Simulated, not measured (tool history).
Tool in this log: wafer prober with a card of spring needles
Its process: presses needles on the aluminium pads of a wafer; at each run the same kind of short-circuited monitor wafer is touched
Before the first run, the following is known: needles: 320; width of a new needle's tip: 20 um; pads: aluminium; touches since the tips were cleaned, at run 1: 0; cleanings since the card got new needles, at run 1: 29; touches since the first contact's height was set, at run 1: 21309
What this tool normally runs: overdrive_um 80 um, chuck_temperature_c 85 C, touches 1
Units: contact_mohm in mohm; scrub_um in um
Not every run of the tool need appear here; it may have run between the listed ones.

| run | hour | overdrive_um | chuck_temperature_c | touches | touches since the tips were cleaned | cleanings since the card got new needles | touches since the first contact's height was set | contact_mohm | scrub_um |
|---|---|---|---|---|---|---|---|---|---|
| 1 | 0 | 80 | 85 | 1 | 0 | 29 | 21309 | 173 | 13.41 |
|  | 25.2 | tips cleaned on abrasive film |
| 2 | 31 | 80 | 85 | 1 | 1388 | 30 | 28717 | 262 | 13.49 |
|  | 49 | tips cleaned on abrasive film |
|  | 75.7 | tips cleaned on abrasive film |
| 3 | 92 | 80 | 85 | 1 | 3899 | 32 | 43313 | 229 | 13.44 |
|  | 103.2 | tips cleaned on abrasive film |
|  | 127.8 | tips cleaned on abrasive film |
| 4 | 130 | 80 | 85 | 1 | 521 | 34 | 52376 | 184 | 13.31 |
|  | 150.9 | tips cleaned on abrasive film |
|  | 173.9 | tips cleaned on abrasive film |
|  | 197.6 | tips cleaned on abrasive film |
| 5 | 204.2 | 80 | 85 | 1 | 1575 | 37 | 70110 | 205 | 13.34 |
|  | 221 | tips cleaned on abrasive film |
| 6 | 241.2 | 80 | 85 | 2 | 4850 | 38 | 78968 | 210 | 13.27 |
|  | 246.9 | tips cleaned on abrasive film |
|  | 266.7 | tips cleaned on abrasive film, once more |
|  | 291.6 | tips cleaned on abrasive film |
| 7 | 311.9 | 80 | 85 | 2 | 4864 | 41 | 95857 | 213 | 13.25 |
|  | 317.5 | tips cleaned on abrasive film |
|  | 341.4 | tips cleaned on abrasive film |
| 8 | 350 | 80 | 85 | 2 | 2064 | 43 | 104958 | 196 | 13.24 |
|  | 365.1 | tips cleaned on abrasive film |
|  | 387.8 | tips cleaned on abrasive film |
| 9 | 407 | 80 | 85 | 1 | 4606 | 45 | 118591 | 237 | 13.13 |
|  | 411.2 | tips cleaned on abrasive film |
|  | 437.2 | tips cleaned on abrasive film |
| 10 | 449.3 | 70 | 85 | 1 | 2887 | 47 | 128688 | 248 | 11.51 |
|  | 460.5 | tips cleaned on abrasive film |
|  | 485 | tips cleaned on abrasive film |
|  | 509.6 | tips cleaned on abrasive film |
| 11 | 509.6 | 80 | 51 | 1 | 0 | 50 | 143099 | 169 | 13.08 |
|  | 534.6 | tips cleaned on abrasive film |
|  | 561.9 | tips cleaned on abrasive film |
|  | 562.2 | height of the first contact set anew |
| 12 | 583.9 | 80 | 81 | 1 | 5205 | 52 | 5205 | 234 | 13.48 |
|  | 589.6 | tips cleaned on abrasive film |
|  | 613.1 | tips cleaned on abrasive film |
| 13 | 615.8 | 80 | 85 | 1 | 642 | 54 | 12812 | 194 | 13.48 |
|  | 635.9 | tips cleaned on abrasive film |
|  | 660.7 | tips cleaned on abrasive film |
|  | 685.3 | tips cleaned on abrasive film |
| 14 | 685.3 | 80 | 85 | 1 | 0 | 57 | 29419 | 175 | 13.37 |
|  | 709.2 | tips cleaned on abrasive film |
|  | 732.3 | tips cleaned on abrasive film |
| 15 | 732.3 | 80 | 33 | 1 | 0 | 59 | 40646 | 164 | 13.36 |
|  | 756.1 | tips cleaned on abrasive film |
|  | 779.8 | tips cleaned on abrasive film |
|  | 803.8 | tips cleaned on abrasive film |
| 16 | 803.8 | 96 | 25 | 1 | 0 | 62 | 57739 | 160 | 15.96 |
|  | 827.7 | tips cleaned on abrasive film |
|  | 850.9 | tips cleaned on abrasive film |
| 17 | 850.9 | 96 | 85 | 1 | 0 | 64 | 68987 | 171 | 16.02 |
|  | 876.2 | tips cleaned on abrasive film |
|  | 899.6 | tips cleaned on abrasive film |
| 18 | 920.3 | 91 | 85 | 1 | 4966 | 66 | 85596 | 220 | 15.19 |
|  | 924.7 | tips cleaned on abrasive film |
|  | 950.7 | tips cleaned on abrasive film |
| 19 | 967.1 | 91 | 85 | 1 | 3921 | 68 | 96772 | 218 | 15.07 |

Forecast run 20:
|  | 977.4 | tips cleaned on abrasive film |
|  | 1000.5 | tips cleaned on abrasive film |
| 20 | 1010.9 | 91 | 85 | 1 | 2505 | 70 | 107246 | ? | ? |

For run 20 the tool returned contact_mohm 213 mohm, scrub_um 15.08 um.
Without the tool's hidden state the same run would have given contact_mohm 164 mohm, scrub_um 15.42 um.

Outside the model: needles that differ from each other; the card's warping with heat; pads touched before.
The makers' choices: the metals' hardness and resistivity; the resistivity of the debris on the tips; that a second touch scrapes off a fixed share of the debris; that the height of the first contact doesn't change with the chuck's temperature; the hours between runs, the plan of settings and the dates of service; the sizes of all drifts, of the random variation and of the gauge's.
